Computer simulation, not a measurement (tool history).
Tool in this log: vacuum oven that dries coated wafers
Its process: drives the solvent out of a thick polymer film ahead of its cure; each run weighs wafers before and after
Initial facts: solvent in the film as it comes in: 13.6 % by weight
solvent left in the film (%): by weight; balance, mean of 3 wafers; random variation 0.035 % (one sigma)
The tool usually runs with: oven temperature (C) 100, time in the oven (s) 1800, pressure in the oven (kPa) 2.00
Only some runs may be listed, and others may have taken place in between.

{"run": 1, "day": 0.0, "oven temperature (C)": 100, "time in the oven (s)": 1800, "pressure in the oven (kPa)": 2.0, "solvent left in the film (%)": 3.53}
{"run": 2, "day": 1.204, "oven temperature (C)": 100, "time in the oven (s)": 1800, "pressure in the oven (kPa)": 2.0, "solvent left in the film (%)": 3.52}
{"run": 3, "day": 2.517, "oven temperature (C)": 100, "time in the oven (s)": 1800, "pressure in the oven (kPa)": 2.0, "solvent left in the film (%)": 3.5}
{"run": 4, "day": 3.129, "oven temperature (C)": 100, "time in the oven (s)": 1800, "pressure in the oven (kPa)": 2.0, "solvent left in the film (%)": 3.5}
{"run": 5, "day": 4.292, "oven temperature (C)": 100, "time in the oven (s)": 1800, "pressure in the oven (kPa)": 2.0, "solvent left in the film (%)": 3.51}
{"run": 6, "day": 4.946, "oven temperature (C)": 100, "time in the oven (s)": 1800, "pressure in the oven (kPa)": 2.0, "solvent left in the film (%)": 3.48}
{"run": 7, "day": 5.988, "oven temperature (C)": 100, "time in the oven (s)": 1800, "pressure in the oven (kPa)": 3.12, "solvent left in the film (%)": 3.95}
{"run": 8, "day": 6.992, "oven temperature (C)": 100, "time in the oven (s)": 2340, "pressure in the oven (kPa)": 2.0, "solvent left in the film (%)": 2.68}
{"run": 9, "day": 8.167, "oven temperature (C)": 100, "time in the oven (s)": 2340, "pressure in the oven (kPa)": 2.0, "solvent left in the film (%)": 2.66}
{"run": 10, "day": 8.779, "oven temperature (C)": 100, "time in the oven (s)": 1800, "pressure in the oven (kPa)": 2.0, "solvent left in the film (%)": 3.53}
{"run": 11, "day": 9.342, "oven temperature (C)": 100, "time in the oven (s)": 1800, "pressure in the oven (kPa)": 2.12, "solvent left in the film (%)": 3.54}
{"run": 12, "day": 10.296, "oven temperature (C)": 100, "time in the oven (s)": 1800, "pressure in the oven (kPa)": 2.0, "solvent left in the film (%)": 3.57}
{"run": 13, "day": 11.025, "oven temperature (C)": 113, "time in the oven (s)": 1800, "pressure in the oven (kPa)": 2.0, "solvent left in the film (%)": 1.1}
{"run": 14, "day": 11.838, "oven temperature (C)": 113, "time in the oven (s)": 1800, "pressure in the oven (kPa)": 2.0, "solvent left in the film (%)": 1.13}
{"run": 15, "day": 13.142, "oven temperature (C)": 100, "time in the oven (s)": 1800, "pressure in the oven (kPa)": 4.37, "solvent left in the film (%)": 4.35}
{"day": 13.283, "done": "vacuum gauge cleaned of residue and calibrated"}
{"run": 16, "day": 14.162, "oven temperature (C)": 100, "time in the oven (s)": 1800, "pressure in the oven (kPa)": 2.0, "solvent left in the film (%)": 3.48}
{"run": 17, "day": 15.183, "oven temperature (C)": 100, "time in the oven (s)": 1800, "pressure in the oven (kPa)": 2.0, "solvent left in the film (%)": 3.49}
{"run": 18, "day": 15.896, "oven temperature (C)": 100, "time in the oven (s)": 1800, "pressure in the oven (kPa)": 2.89, "solvent left in the film (%)": 3.85}
{"run": 19, "day": 16.533, "oven temperature (C)": 100, "time in the oven (s)": 1800, "pressure in the oven (kPa)": 2.89, "solvent left in the film (%)": 3.87}
{"run": 20, "day": 17.558, "oven temperature (C)": 100, "time in the oven (s)": 1800, "pressure in the oven (kPa)": 2.89, "solvent left in the film (%)": 3.82}
{"run": 21, "day": 18.792, "oven temperature (C)": 100, "time in the oven (s)": 2100, "pressure in the oven (kPa)": 2.89, "solvent left in the film (%)": 3.33}
{"run": 22, "day": 19.546, "oven temperature (C)": 100, "time in the oven (s)": 1320, "pressure in the oven (kPa)": 2.89, "solvent left in the film (%)": 4.98}
{"day": 19.95, "done": "vacuum gauge cleaned of residue and calibrated, once more"}
{"run": 23, "day": 20.525, "oven temperature (C)": 109, "time in the oven (s)": 1320, "pressure in the oven (kPa)": 2.89, "solvent left in the film (%)": 2.69}
{"run": 24, "day": 21.208, "oven temperature (C)": 109, "time in the oven (s)": 1320, "pressure in the oven (kPa)": 2.89, "solvent left in the film (%)": 2.76}
{"run": 25, "day": 22.012, "oven temperature (C)": 109, "time in the oven (s)": 1320, "pressure in the oven (kPa)": 2.89, "solvent left in the film (%)": 2.74}
{"run": 26, "day": 22.55, "oven temperature (C)": 104, "time in the oven (s)": 1920, "pressure in the oven (kPa)": 5.07, "solvent left in the film (%)": 3.43}
{"run": 27, "day": 23.583, "oven temperature (C)": 104, "time in the oven (s)": 1920, "pressure in the oven (kPa)": 5.07, "solvent left in the film (%)": 3.45}
{"run": 28, "day": 24.654, "oven temperature (C)": 95, "time in the oven (s)": 2940, "pressure in the oven (kPa)": 2.97, "solvent left in the film (%)": 3.57}
{"run": 29, "day": 25.733, "oven temperature (C)": 95, "time in the oven (s)": 1920, "pressure in the oven (kPa)": 2.97, "solvent left in the film (%)": 4.96}
{"run": 30, "day": 26.279, "oven temperature (C)": 95, "time in the oven (s)": 1920, "pressure in the oven (kPa)": 2.97, "solvent left in the film (%)": 4.89}
{"run": 31, "day": 27.004, "oven temperature (C)": 95, "time in the oven (s)": 1920, "pressure in the oven (kPa)": 2.97, "solvent left in the film (%)": 4.86}
{"run": 32, "day": 28.188, "oven temperature (C)": 95, "time in the oven (s)": 1140, "pressure in the oven (kPa)": 4.29, "solvent left in the film (%)": 7.1}
{"run": 33, "day": 29.075, "oven temperature (C)": 90, "time in the oven (s)": 1740, "pressure in the oven (kPa)": 2.0, "solvent left in the film (%)": 6.22}
{"run": 34, "day": 30.133, "oven temperature (C)": 90, "time in the oven (s)": 1740, "pressure in the oven (kPa)": 2.0, "solvent left in the film (%)": 6.21}
{"run": 35, "day": 30.696, "oven temperature (C)": 90, "time in the oven (s)": 1740, "pressure in the oven (kPa)": 2.0, "solvent left in the film (%)": 6.17}
{"run": 36, "day": 31.946, "oven temperature (C)": 99, "time in the oven (s)": 1740, "pressure in the oven (kPa)": 2.0, "solvent left in the film (%)": 3.84}
{"run": 37, "day": 32.733, "oven temperature (C)": 89, "time in the oven (s)": 2220, "pressure in the oven (kPa)": 1.45, "solvent left in the film (%)": 5.35}
{"run": 38, "day": 33.671, "oven temperature (C)": 102, "time in the oven (s)": 1800, "pressure in the oven (kPa)": 5.03, "solvent left in the film (%)": 4.12}
{"run": 39, "day": 34.221, "oven temperature (C)": 100, "time in the oven (s)": 1440, "pressure in the oven (kPa)": 2.0, "solvent left in the film (%)": 4.22}
{"run": 40, "day": 35.121, "oven temperature (C)": 100, "time in the oven (s)": 1800, "pressure in the oven (kPa)": 2.0, "solvent left in the film (%)": 3.44}
{"run": 41, "day": 36.254, "oven temperature (C)": 107, "time in the oven (s)": 1500, "pressure in the oven (kPa)": 2.91, "solvent left in the film (%)": 2.77}
{"run": 42, "day": 36.883, "oven temperature (C)": 107, "time in the oven (s)": 1500, "pressure in the oven (kPa)": 2.91, "solvent left in the film (%)": 2.82}
{"run": 43, "day": 38.158, "oven temperature (C)": 107, "time in the oven (s)": 1500, "pressure in the oven (kPa)": 2.91, "solvent left in the film (%)": 2.69}
{"run": 44, "day": 39.346, "oven temperature (C)": 100, "time in the oven (s)": 1800, "pressure in the oven (kPa)": 3.42, "solvent left in the film (%)": 4.02}
{"run": 45, "day": 40.308, "oven temperature (C)": 89, "time in the oven (s)": 2100, "pressure in the oven (kPa)": 3.02, "solvent left in the film (%)": 6.28}
{"run": 46, "day": 41.571, "oven temperature (C)": 112, "time in the oven (s)": 1740, "pressure in the oven (kPa)": 2.28, "solvent left in the film (%)": 1.41}
{"run": 47, "day": 42.475, "oven temperature (C)": 112, "time in the oven (s)": 1740, "pressure in the oven (kPa)": 2.28, "solvent left in the film (%)": 1.37}
{"run": 48, "day": 43.321, "oven temperature (C)": 112, "time in the oven (s)": 1740, "pressure in the oven (kPa)": 2.28, "solvent left in the film (%)": 1.32}

Forecast each of these 3 alternatives for the next run:
{"day": 43.512, "done": "oven's thermocouples calibrated"}
{"run": "A", "day": 44.542, "oven temperature (C)": 100, "time in the oven (s)": 2400, "pressure in the oven (kPa)": 3.43, "solvent left in the film (%)": "?"}
{"day": 43.512, "done": "oven's thermocouples calibrated"}
{"run": "B", "day": 44.542, "oven temperature (C)": 100, "time in the oven (s)": 1800, "pressure in the oven (kPa)": 5.81, "solvent left in the film (%)": "?"}
{"day": 43.512, "done": "oven's thermocouples calibrated"}
{"run": "C", "day": 44.542, "oven temperature (C)": 102, "time in the oven (s)": 2820, "pressure in the oven (kPa)": 6.97, "solvent left in the film (%)": "?"}

run=A solvent_left_in_the_film_(%)=3.27
run=B solvent_left_in_the_film_(%)=5.11
run=C solvent_left_in_the_film_(%)=3.88
The same runs, with their run-to-run variation unchanged, on a tool lacking any hidden condition would have given:
run=A solvent_left_in_the_film_(%)=3.13
run=B solvent_left_in_the_film_(%)=4.96
run=C solvent_left_in_the_film_(%)=3.74

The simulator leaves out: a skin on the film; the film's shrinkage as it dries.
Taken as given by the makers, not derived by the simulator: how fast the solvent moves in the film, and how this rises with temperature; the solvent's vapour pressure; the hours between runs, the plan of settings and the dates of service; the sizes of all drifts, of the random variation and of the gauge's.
